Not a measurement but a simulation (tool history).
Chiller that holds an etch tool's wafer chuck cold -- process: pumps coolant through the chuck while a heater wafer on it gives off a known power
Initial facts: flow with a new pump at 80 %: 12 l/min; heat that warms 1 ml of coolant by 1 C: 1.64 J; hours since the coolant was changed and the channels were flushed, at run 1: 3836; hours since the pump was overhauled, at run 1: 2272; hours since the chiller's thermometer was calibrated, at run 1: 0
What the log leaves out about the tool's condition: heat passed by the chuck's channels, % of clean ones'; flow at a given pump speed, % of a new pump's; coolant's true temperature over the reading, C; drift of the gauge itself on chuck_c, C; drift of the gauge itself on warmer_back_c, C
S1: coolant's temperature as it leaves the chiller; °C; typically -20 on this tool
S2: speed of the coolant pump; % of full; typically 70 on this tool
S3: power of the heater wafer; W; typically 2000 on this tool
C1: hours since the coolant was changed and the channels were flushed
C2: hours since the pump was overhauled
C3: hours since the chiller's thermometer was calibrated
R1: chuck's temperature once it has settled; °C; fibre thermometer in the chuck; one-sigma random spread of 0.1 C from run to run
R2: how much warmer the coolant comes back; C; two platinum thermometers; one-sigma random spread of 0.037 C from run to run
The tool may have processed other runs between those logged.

Run 1, hour 0: usual settings; C1 3836; C2 2272; C3 0. Result: R1 5.5 °C, R2 7.31 C.
Run 2, hour 35: usual settings; C1 3871; C2 2307; C3 35. Result: R1 5.8 °C, R2 7.31 C.
Run 3, hour 82.7: usual settings; C1 3918; C2 2355; C3 83. Result: R1 5.7 °C, R2 7.33 C.
Run 4, hour 136.3: usual settings; C1 3972; C2 2409; C3 136. Result: R1 5.8 °C, R2 7.36 C.
Run 5, hour 174.7: usual settings; C1 4010; C2 2447; C3 175. Result: R1 5.8 °C, R2 7.37 C.
Run 6, hour 224.9: usual settings; C1 4060; C2 2497; C3 225. Result: R1 5.7 °C, R2 7.34 C.
Run 7, hour 269: usual settings; C1 4105; C2 2541; C3 269. Result: R1 5.7 °C, R2 7.31 C.
Run 8, hour 326.3: usual settings; C1 4162; C2 2599; C3 326. Result: R1 5.9 °C, R2 7.38 C.
Run 9, hour 359: usual settings; C1 4194; C2 2631; C3 359. Result: R1 6 °C, R2 7.31 C.
Run 10, hour 402.4: usual settings; C1 4238; C2 2675; C3 402. Result: R1 6 °C, R2 7.31 C.
At hour 407: chiller's thermometer calibrated.
Run 11, hour 461: usual settings; C1 4296; C2 2732; C3 54. Result: R1 5.9 °C, R2 7.38 C.
Run 12, hour 518.1: usual settings; C1 4353; C2 2790; C3 111. Result: R1 6 °C, R2 7.36 C.
Run 13, hour 567.6: usual settings but S3 2885 W; C1 4402; C2 2839; C3 161. Result: R1 17.5 °C, R2 10.69 C.
Run 14, hour 608: usual settings but S3 2885 W; C1 4443; C2 2879; C3 201. Result: R1 17.4 °C, R2 10.6 C.
Run 15, hour 648.8: usual settings but S3 2885 W; C1 4483; C2 2920; C3 242. Result: R1 17.6 °C, R2 10.68 C.
At hour 678.2: chiller's thermometer calibrated, once more.
Run 16, hour 678.2: usual settings but S1 -10 °C, S2 67 % of full, S3 1408 W; C1 4512; C2 2949; C3 0. Result: R1 8.8 °C, R2 5.49 C.
Run 17, hour 729.7: usual settings but S1 -18 °C, S2 88 % of full, S3 2638 W; C1 4563; C2 3000; C3 51. Result: R1 11.7 °C, R2 7.63 C.
Run 18, hour 787.4: usual settings but S1 -18 °C, S2 88 % of full, S3 2638 W; C1 4621; C2 3058; C3 109. Result: R1 11.8 °C, R2 7.77 C.
Run 19, hour 835.6: usual settings but S1 -18 °C, S2 90 % of full, S3 2638 W; C1 4669; C2 3106; C3 157. Result: R1 11.2 °C, R2 7.53 C.
Run 20, hour 890: usual settings but S1 -24 °C, S3 2374 W; C1 4724; C2 3160; C3 212. Result: R1 6.9 °C, R2 8.8 C.
Run 21, hour 945.6: usual settings but S1 -24 °C, S3 2374 W; C1 4779; C2 3216; C3 267. Result: R1 6.9 °C, R2 8.87 C.
Run 22, hour 1002.5: usual settings but S1 -24 °C, S3 2374 W; C1 4836; C2 3273; C3 324. Result: R1 7 °C, R2 8.88 C.
Run 23, hour 1035.9: usual settings but S1 -23 °C, S2 66 % of full; C1 4869; C2 3306; C3 358. Result: R1 4 °C, R2 8 C.
Run 24, hour 1074.5: usual settings but S1 -23 °C, S2 66 % of full, S3 1311 W; C1 4908; C2 3345; C3 396. Result: R1 -5.2 °C, R2 5.29 C.
Run 25, hour 1123: usual settings but S1 -23 °C, S2 66 % of full, S3 1311 W; C1 4957; C2 3393; C3 445. Result: R1 -5.1 °C, R2 5.2 C.
Run 26, hour 1164: usual settings but S1 -13 °C, S2 88 % of full, S3 1524 W; C1 4998; C2 3434; C3 486. Result: R1 4.2 °C, R2 4.43 C.
Run 27, hour 1190: usual settings but S1 -26 °C, S3 2706 W; C1 5024; C2 3460; C3 512. Result: R1 9.5 °C, R2 10.11 C.
Run 28, hour 1241.4: usual settings but S1 -26 °C, S3 2706 W; C1 5075; C2 3512; C3 563. Result: R1 9.3 °C, R2 10.07 C.
Run 29, hour 1303: usual settings but S1 -30 °C, S2 97 % of full, S3 1989 W; C1 5137; C2 3573; C3 625. Result: R1 -8.8 °C, R2 5.19 C.

Branching from run 29: 3 alternative next runs. What would each branch give?
Run A, hour 1359.4: usual settings but S1 -14 °C, S2 80 % of full, S3 1108 W; C1 5193; C2 3630; C3 681. Result: R1 ?, R2 ?.
Run B, hour 1359.4: usual settings but S1 -23 °C, S2 65 % of full; C1 5193; C2 3630; C3 681. Result: R1 ?, R2 ?.
Run C, hour 1359.4: usual settings but S1 -28 °C, S3 1611 W; C1 5193; C2 3630; C3 681. Result: R1 ?, R2 ?.

run    R1    R2
  A  -0.5  3.64
  B   4.6  8.12
  C    -7  6.03
Stripped of hidden state, with their random variation kept, the same runs would have yielded:
run    R1    R2
  A  -1.6  3.42
  B   2.4  7.62
  C  -8.6  5.66
